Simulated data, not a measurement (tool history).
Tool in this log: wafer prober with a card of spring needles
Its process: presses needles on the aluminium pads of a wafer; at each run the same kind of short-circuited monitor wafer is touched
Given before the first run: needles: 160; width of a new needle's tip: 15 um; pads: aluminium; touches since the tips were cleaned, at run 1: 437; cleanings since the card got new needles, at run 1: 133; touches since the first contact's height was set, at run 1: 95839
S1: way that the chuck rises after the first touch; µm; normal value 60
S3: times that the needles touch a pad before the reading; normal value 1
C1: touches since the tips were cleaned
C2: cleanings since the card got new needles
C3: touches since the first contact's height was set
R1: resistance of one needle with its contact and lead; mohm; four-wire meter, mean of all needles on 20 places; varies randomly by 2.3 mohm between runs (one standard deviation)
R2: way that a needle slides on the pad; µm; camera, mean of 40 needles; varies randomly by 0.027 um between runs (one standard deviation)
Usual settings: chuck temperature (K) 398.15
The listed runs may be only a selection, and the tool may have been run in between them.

Run 1, day 0: usual settings; C1 437; C2 133; C3 95839. Result: R1 271 mohm, R2 7.08 µm.
At day 0.492: tips cleaned on abrasive film.
At day 0.983: tips cleaned on abrasive film.
At day 1.596: tips cleaned on abrasive film.
Run 2, day 1.679: usual settings but chuck temperature (K) 356.15; C1 517; C2 136; C3 106277. Result: R1 257 mohm, R2 7.02 µm.
At day 2.171: tips cleaned on abrasive film.
At day 2.788: tips cleaned on abrasive film.
At day 3.279: tips cleaned on abrasive film.
At day 3.892: tips cleaned on abrasive film.
Run 3, day 4.308: usual settings but chuck temperature (K) 356.15; C1 2599; C2 140; C3 122613. Result: R1 276 mohm, R2 7.08 µm.
At day 4.433: tips cleaned on abrasive film.
At day 4.925: tips cleaned on abrasive film.
At day 5.417: tips cleaned on abrasive film.
At day 5.908: tips cleaned on abrasive film.
At day 6.4: tips cleaned on abrasive film.
At day 7.012: tips cleaned on abrasive film.
At day 7.504: tips cleaned on abrasive film.
Run 4, day 7.683: usual settings but chuck temperature (K) 340.15; C1 1125; C2 147; C3 143581. Result: R1 259 mohm, R2 6.98 µm.
At day 8.054: tips cleaned on abrasive film.
At day 8.546: tips cleaned on abrasive film.
At day 9.038: tips cleaned on abrasive film.
At day 9.529: tips cleaned on abrasive film.
Run 5, day 9.988: usual settings but chuck temperature (K) 340.15; C1 2854; C2 151; C3 157883. Result: R1 280 mohm, R2 6.96 µm.
At day 10.112: tips cleaned on abrasive film.
At day 10.604: tips cleaned on abrasive film.
At day 11.217: tips cleaned on abrasive film.
At day 11.712: tips cleaned on abrasive film.
At day 12.325: tips cleaned on abrasive film.
At day 12.817: tips cleaned on abrasive film.
Run 6, day 12.896: usual settings but S1 58 µm; C1 494; C2 157; C3 175932. Result: R1 265 mohm, R2 6.68 µm.
At day 13.15: height of the first contact set anew.
At day 13.4: tips cleaned on abrasive film.
At day 13.892: tips cleaned on abrasive film.
At day 14.383: tips cleaned on abrasive film.
At day 14.875: tips cleaned on abrasive film.
At day 15.488: tips cleaned on abrasive film.
Run 7, day 15.629: usual settings but S1 58 µm; C1 868; C2 162; C3 15369. Result: R1 280 mohm, R2 6.5 µm.
At day 16: tips cleaned on abrasive film.
At day 16.492: tips cleaned on abrasive film.
At day 16.983: tips cleaned on abrasive film.
Run 8, day 17.267: usual settings but S1 58 µm; C1 1777; C2 165; C3 25546. Result: R1 280 mohm, R2 6.48 µm.
At day 17.512: tips cleaned on abrasive film.
At day 18.004: tips cleaned on abrasive film.
At day 18.496: tips cleaned on abrasive film.
At day 18.988: tips cleaned on abrasive film.
At day 19.483: tips cleaned on abrasive film.
Run 9, day 19.775: usual settings but S1 58 µm; C1 1845; C2 170; C3 41127. Result: R1 287 mohm, R2 6.47 µm.
At day 20.025: tips cleaned on abrasive film.
At day 20.646: height of the first contact set anew, once more.
At day 20.65: tips cleaned on abrasive film.
At day 21.262: tips cleaned on abrasive film.
At day 21.879: tips cleaned on abrasive film.
At day 22.371: tips cleaned on abrasive film.
At day 22.983: tips cleaned on abrasive film.
Run 10, day 23.008: usual settings but S1 68 µm; C1 166; C2 176; C3 14667. Result: R1 262 mohm, R2 8.23 µm.
At day 23.504: tips cleaned on abrasive film.
At day 23.996: tips cleaned on abrasive film.
At day 24.608: tips cleaned on abrasive film.
Run 11, day 25.025: usual settings but S1 68 µm; C1 2620; C2 179; C3 27212. Result: R1 278 mohm, R2 8.2 µm.
At day 25.154: tips cleaned on abrasive film.
At day 25.646: tips cleaned on abrasive film.
At day 26.138: tips cleaned on abrasive film.
At day 26.75: tips cleaned on abrasive film.
At day 27.242: tips cleaned on abrasive film.
At day 27.733: tips cleaned on abrasive film.
Run 12, day 28.129: usual settings but chuck temperature (K) 378.15; C1 2468; C2 185; C3 46470. Result: R1 277 mohm, R2 7.13 µm.
At day 28.254: tips cleaned on abrasive film.
At day 28.746: tips cleaned on abrasive film.
At day 29.238: tips cleaned on abrasive film.
At day 29.729: tips cleaned on abrasive film.
At day 30.221: tips cleaned on abrasive film.
Run 13, day 30.608: usual settings but S1 45 µm, chuck temperature (K) 303.15; C1 2411; C2 190; C3 61855. Result: R1 289 mohm, R2 5.33 µm.
At day 30.733: tips cleaned on abrasive film.
At day 31.225: tips cleaned on abrasive film.
At day 31.717: tips cleaned on abrasive film.
At day 32.308: tips cleaned on abrasive film.
Run 14, day 32.308: usual settings but S1 45 µm, chuck temperature (K) 303.15; C1 0; C2 194; C3 72397. Result: R1 245 mohm, R2 5.27 µm.
At day 32.8: tips cleaned on abrasive film.
At day 33.412: tips cleaned on abrasive film.
At day 33.904: tips cleaned on abrasive film.
At day 34.521: tips cleaned on abrasive film.
At day 35.012: tips cleaned on abrasive film.
Run 15, day 35.025: usual settings but S1 49 µm, chuck temperature (K) 303.15; C1 97; C2 199; C3 89285. Result: R1 246 mohm, R2 5.79 µm.
At day 35.521: tips cleaned on abrasive film.
At day 36.012: tips cleaned on abrasive film.
At day 36.625: tips cleaned on abrasive film.
At day 37.238: tips cleaned on abrasive film.
At day 37.854: tips cleaned on abrasive film.
Run 16, day 38.075: usual settings but S1 52 µm, chuck temperature (K) 299.15, S3 2; C1 1385; C2 204; C3 108230. Result: R1 255 mohm, R2 6.14 µm.
At day 38.446: tips cleaned on abrasive film.
At day 38.938: tips cleaned on abrasive film.
At day 39.55: tips cleaned on abrasive film.
At day 40.042: tips cleaned on abrasive film.
Run 17, day 40.421: usual settings but S1 52 µm, chuck temperature (K) 299.15, S3 2; C1 2382; C2 208; C3 122824. Result: R1 260 mohm, R2 6.08 µm.
At day 40.55: tips cleaned on abrasive film.
At day 41.042: tips cleaned on abrasive film.
At day 41.654: tips cleaned on abrasive film.
At day 42.146: tips cleaned on abrasive film.
At day 42.758: tips cleaned on abrasive film.
At day 43.25: tips cleaned on abrasive film.
Run 18, day 43.496: usual settings but S1 51 µm, chuck temperature (K) 394.15; C1 1522; C2 214; C3 141904. Result: R1 281 mohm, R2 5.95 µm.
At day 43.867: tips cleaned on abrasive film.
At day 44.358: tips cleaned on abrasive film.
At day 44.85: tips cleaned on abrasive film.
At day 45.342: tips cleaned on abrasive film.
At day 45.954: tips cleaned on abrasive film.
At day 46.446: tips cleaned on abrasive film.
Run 19, day 46.792: usual settings but S1 51 µm, chuck temperature (K) 394.15; C1 2157; C2 220; C3 162378. Result: R1 300 mohm, R2 5.85 µm.
At day 47.038: tips cleaned on abrasive film.
At day 47.529: tips cleaned on abrasive film.
At day 48.146: tips cleaned on abrasive film.
At day 48.638: tips cleaned on abrasive film.
At day 49.25: tips cleaned on abrasive film.
At day 49.262: height of the first contact set anew.
Run 20, day 49.429: usual settings but S1 46 µm, chuck temperature (K) 302.15, S3 2; C1 1042; C2 225; C3 1042. Result: R1 252 mohm, R2 5.56 µm.
At day 49.8: tips cleaned on abrasive film.
At day 50.292: tips cleaned on abrasive film.
At day 50.783: tips cleaned on abrasive film.
At day 51.275: tips cleaned on abrasive film.
At day 51.767: tips cleaned on abrasive film.
At day 52.258: tips cleaned on abrasive film.
Run 21, day 52.746: usual settings but S1 43 µm, chuck temperature (K) 327.15, S3 2; C1 3040; C2 231; C3 21637. Result: R1 282 mohm, R2 5.18 µm.
At day 52.871: tips cleaned on abrasive film.
At day 53.362: tips cleaned on abrasive film.
At day 53.975: tips cleaned on abrasive film.
At day 54.467: tips cleaned on abrasive film.
At day 54.958: tips cleaned on abrasive film.
At day 55.45: tips cleaned on abrasive film.
Run 22, day 55.671: usual settings but S1 43 µm, chuck temperature (K) 327.15, S3 2; C1 1380; C2 237; C3 39808. Result: R1 266 mohm, R2 5.1 µm.
At day 56.042: tips cleaned on abrasive film.
At day 56.654: tips cleaned on abrasive film.
At day 57.271: tips cleaned on abrasive film.
At day 57.762: tips cleaned on abrasive film.
At day 58.254: tips cleaned on abrasive film.
Run 23, day 58.708: usual settings but S1 48 µm, chuck temperature (K) 346.15, S3 2; C1 2834; C2 242; C3 58670. Result: R1 277 mohm, R2 5.73 µm.
At day 58.833: tips cleaned on abrasive film.
At day 59.446: tips cleaned on abrasive film.
At day 59.938: tips cleaned on abrasive film.
Run 24, day 60.267: usual settings but S1 66 µm, chuck temperature (K) 311.15; C1 2054; C2 245; C3 68357. Result: R1 264 mohm, R2 7.83 µm.

What if the next run were any one of these 3? Each begins from the tool's condition after run 24:
At day 60.512: tips cleaned on abrasive film.
At day 61.129: tips cleaned on abrasive film.
At day 61.742: tips cleaned on abrasive film.
At day 62.354: tips cleaned on abrasive film.
At day 62.846: tips cleaned on abrasive film.
Run A, day 62.962: usual settings but S1 53 µm, chuck temperature (K) 308.15; C1 732; C2 250; C3 85116. Result: R1 ?, R2 ?.
At day 60.512: tips cleaned on abrasive film.
At day 61.129: tips cleaned on abrasive film.
At day 61.742: tips cleaned on abrasive film.
At day 62.354: tips cleaned on abrasive film.
At day 62.846: tips cleaned on abrasive film.
Run B, day 62.962: usual settings but S1 50 µm, S3 2; C1 732; C2 250; C3 85116. Result: R1 ?, R2 ?.
At day 60.512: tips cleaned on abrasive film.
At day 61.129: tips cleaned on abrasive film.
At day 61.742: tips cleaned on abrasive film.
At day 62.354: tips cleaned on abrasive film.
At day 62.846: tips cleaned on abrasive film.
Run C, day 62.962: usual settings but S1 75 µm, chuck temperature (K) 364.15, S3 2; C1 732; C2 250; C3 85116. Result: R1 ?, R2 ?.

run   R1    R2
  A  254  6.27
  B  271  5.92
  C  254  8.93
The same runs, with their run-to-run variation unchanged, on a tool lacking any hidden condition would have given:
run   R1    R2
  A  235  6.43
  B  258  6.08
  C  247  9.09

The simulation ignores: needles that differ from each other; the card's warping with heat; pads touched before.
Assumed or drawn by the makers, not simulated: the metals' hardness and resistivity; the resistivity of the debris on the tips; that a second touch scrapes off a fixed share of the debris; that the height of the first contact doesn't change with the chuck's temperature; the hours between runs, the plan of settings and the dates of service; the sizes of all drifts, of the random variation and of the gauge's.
